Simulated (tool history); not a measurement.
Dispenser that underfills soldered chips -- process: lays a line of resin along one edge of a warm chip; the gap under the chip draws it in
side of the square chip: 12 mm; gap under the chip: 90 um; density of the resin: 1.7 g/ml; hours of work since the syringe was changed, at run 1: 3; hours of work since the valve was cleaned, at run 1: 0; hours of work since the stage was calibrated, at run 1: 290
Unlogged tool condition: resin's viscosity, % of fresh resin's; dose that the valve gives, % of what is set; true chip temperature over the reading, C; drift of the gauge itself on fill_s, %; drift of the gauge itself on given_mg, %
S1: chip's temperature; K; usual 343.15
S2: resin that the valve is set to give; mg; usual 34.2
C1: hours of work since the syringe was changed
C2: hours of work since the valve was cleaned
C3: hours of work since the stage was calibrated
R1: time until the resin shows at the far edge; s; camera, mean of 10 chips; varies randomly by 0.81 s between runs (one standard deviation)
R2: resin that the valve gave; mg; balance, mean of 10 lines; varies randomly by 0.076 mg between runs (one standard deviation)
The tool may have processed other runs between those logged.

{"run": 1, "hour": 0.0, "S1": 343.15, "S2": 34.2, "C1": 3, "C2": 0, "C3": 290, "R1": 84, "R2": 34.23}
{"hour": 5.0, "done": "new syringe of resin"}
{"run": 2, "hour": 6.4, "S1": 343.15, "S2": 34.5, "C1": 1, "C2": 4, "C3": 294, "R1": 76.5, "R2": 34.51}
{"hour": 14.6, "done": "new syringe of resin"}
{"run": 3, "hour": 17.4, "S1": 343.15, "S2": 34.5, "C1": 2, "C2": 11, "C3": 301, "R1": 80.1, "R2": 34.42}
{"run": 4, "hour": 23.0, "S1": 343.15, "S2": 34.5, "C1": 6, "C2": 15, "C3": 305, "R1": 96.8, "R2": 34.21}
{"hour": 24.6, "done": "new syringe of resin"}
{"run": 5, "hour": 33.9, "S1": 352.15, "S2": 34.2, "C1": 6, "C2": 22, "C3": 312, "R1": 71.1, "R2": 33.91}
{"hour": 35.1, "done": "new syringe of resin"}
{"run": 6, "hour": 41.3, "S1": 343.15, "S2": 34.2, "C1": 4, "C2": 27, "C3": 317, "R1": 88.5, "R2": 33.86}
{"hour": 45.1, "done": "new syringe of resin"}
{"run": 7, "hour": 49.4, "S1": 343.15, "S2": 34.2, "C1": 3, "C2": 32, "C3": 322, "R1": 79.9, "R2": 33.85}
{"hour": 55.1, "done": "new syringe of resin"}
{"run": 8, "hour": 58.8, "S1": 343.15, "S2": 34.2, "C1": 3, "C2": 38, "C3": 328, "R1": 81.2, "R2": 33.61}
{"hour": 64.9, "done": "new syringe of resin"}
{"run": 9, "hour": 68.0, "S1": 343.15, "S2": 34.2, "C1": 2, "C2": 44, "C3": 334, "R1": 79, "R2": 33.64}
{"hour": 74.4, "done": "new syringe of resin"}
{"run": 10, "hour": 77.7, "S1": 328.15, "S2": 34.2, "C1": 2, "C2": 51, "C3": 341, "R1": 146.8, "R2": 33.49}
{"hour": 84.2, "done": "new syringe of resin"}
{"run": 11, "hour": 84.2, "S1": 345.15, "S2": 33.1, "C1": 0, "C2": 55, "C3": 345, "R1": 65.6, "R2": 32.31}
{"run": 12, "hour": 92.9, "S1": 345.15, "S2": 33.1, "C1": 6, "C2": 61, "C3": 351, "R1": 90.9, "R2": 32.12}
{"hour": 94.1, "done": "new syringe of resin"}
{"run": 13, "hour": 98.0, "S1": 331.15, "S2": 29.4, "C1": 3, "C2": 64, "C3": 354, "R1": 132.1, "R2": 28.44}
{"hour": 104.1, "done": "new syringe of resin"}
{"run": 14, "hour": 108.5, "S1": 333.15, "S2": 29.4, "C1": 3, "C2": 71, "C3": 361, "R1": 127.9, "R2": 28.46}
{"hour": 114.4, "done": "new syringe of resin"}
{"run": 15, "hour": 115.1, "S1": 339.15, "S2": 29.4, "C1": 0, "C2": 75, "C3": 365, "R1": 85.5, "R2": 28.41}
{"hour": 124.1, "done": "new syringe of resin"}
{"run": 16, "hour": 124.4, "S1": 342.15, "S2": 35.1, "C1": 0, "C2": 81, "C3": 371, "R1": 74.6, "R2": 33.73}
{"run": 17, "hour": 132.8, "S1": 347.15, "S2": 35.6, "C1": 6, "C2": 87, "C3": 377, "R1": 83.1, "R2": 34.29}

Branching from run 17: 3 alternative next runs. What would each branch give?
{"hour": 133.7, "done": "new syringe of resin"}
{"hour": 135.3, "done": "dispensing valve cleaned and set on the balance"}
{"run": "A", "hour": 141.0, "S1": 329.15, "S2": 35.6, "C1": 4, "C2": 4, "C3": 381, "R1": "?", "R2": "?"}
{"hour": 133.7, "done": "new syringe of resin"}
{"hour": 135.3, "done": "dispensing valve cleaned and set on the balance"}
{"run": "B", "hour": 141.0, "S1": 346.15, "S2": 40.9, "C1": 4, "C2": 4, "C3": 381, "R1": "?", "R2": "?"}
{"hour": 133.7, "done": "new syringe of resin"}
{"hour": 135.3, "done": "dispensing valve cleaned and set on the balance"}
{"run": "C", "hour": 141.0, "S1": 340.15, "S2": 32.6, "C1": 4, "C2": 4, "C3": 381, "R1": "?", "R2": "?"}

run=A R1=151.5 R2=35.58
run=B R1=78.3 R2=40.81
run=C R1=100.2 R2=32.48
With the hidden condition removed and each run's random variation left untouched, the same runs would have given:
run=A R1=129.9 R2=35.68
run=B R1=66.7 R2=40.92
run=C R1=85.5 R2=32.57
